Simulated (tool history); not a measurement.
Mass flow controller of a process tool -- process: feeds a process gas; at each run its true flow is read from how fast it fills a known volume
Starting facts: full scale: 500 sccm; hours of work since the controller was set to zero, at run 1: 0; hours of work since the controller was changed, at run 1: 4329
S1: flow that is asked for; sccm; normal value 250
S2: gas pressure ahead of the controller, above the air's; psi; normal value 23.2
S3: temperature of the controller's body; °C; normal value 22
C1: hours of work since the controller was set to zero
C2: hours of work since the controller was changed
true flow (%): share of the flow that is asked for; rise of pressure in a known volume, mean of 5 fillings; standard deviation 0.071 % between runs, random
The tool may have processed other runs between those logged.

run 1 hour=0 | S1=250 S2=23.2 S3=22 | C1=0 C2=4329 | true_flow_(%)=101.36
run 2 hour=218.3 | S1=250 S2=23.2 S3=22 | C1=138 C2=4467 | true_flow_(%)=101.66
run 3 hour=654.4 | S1=250 S2=23.2 S3=22 | C1=414 C2=4743 | true_flow_(%)=101.89
run 4 hour=839.2 | S1=250 S2=23.2 S3=22 | C1=530 C2=4859 | true_flow_(%)=102.03
run 5 hour=1256.1 | S1=250 S2=23.2 S3=22 | C1=794 C2=5123 | true_flow_(%)=102.38
run 6 hour=1516.5 | S1=250 S2=23.2 S3=22 | C1=959 C2=5288 | true_flow_(%)=102.45
run 7 hour=1736 | S1=250 S2=23.2 S3=22 | C1=1097 C2=5426 | true_flow_(%)=102.55
run 8 hour=2119.6 | S1=250 S2=23.2 S3=22 | C1=1340 C2=5669 | true_flow_(%)=102.83
run 9 hour=2477.8 | S1=449 S2=23.2 S3=22 | C1=1566 C2=5895 | true_flow_(%)=102.92
run 10 hour=2780.6 | S1=449 S2=23.2 S3=22 | C1=1758 C2=6087 | true_flow_(%)=102.98
run 11 hour=3200.3 | S1=250 S2=23.2 S3=22 | C1=2023 C2=6352 | true_flow_(%)=103.54
run 12 hour=3487.6 | S1=250 S2=23.2 S3=22 | C1=2205 C2=6534 | true_flow_(%)=103.74
run 13 hour=3684.8 | S1=250 S2=23.2 S3=22 | C1=2329 C2=6658 | true_flow_(%)=103.85
run 14 hour=4097.1 | S1=250 S2=23.2 S3=22 | C1=2590 C2=6919 | true_flow_(%)=103.94
run 15 hour=4519.9 | S1=250 S2=23.2 S3=22 | C1=2857 C2=7186 | true_flow_(%)=104.27
-- hour=4541.6 controller's zero set anew
run 16 hour=4793.1 | S1=250 S2=23.2 S3=22 | C1=159 C2=7358 | true_flow_(%)=104.82
run 17 hour=5037.9 | S1=250 S2=23.2 S3=22 | C1=314 C2=7513 | true_flow_(%)=104.98
run 18 hour=5420.6 | S1=438 S2=23.2 S3=22 | C1=556 C2=7755 | true_flow_(%)=104.45
run 19 hour=5828 | S1=438 S2=23.2 S3=22 | C1=813 C2=8013 | true_flow_(%)=104.59

For run 20, what comes out?
-- hour=6067.2 controller's zero set anew, once more
run 20 hour=6226.2 | S1=438 S2=23.2 S3=22 | C1=101 C2=8264 | true_flow_(%)=?

Run 20 produced true flow (%) 102.88.
The same run, on a tool lacking any hidden state, would have yielded true flow (%) 100.38.
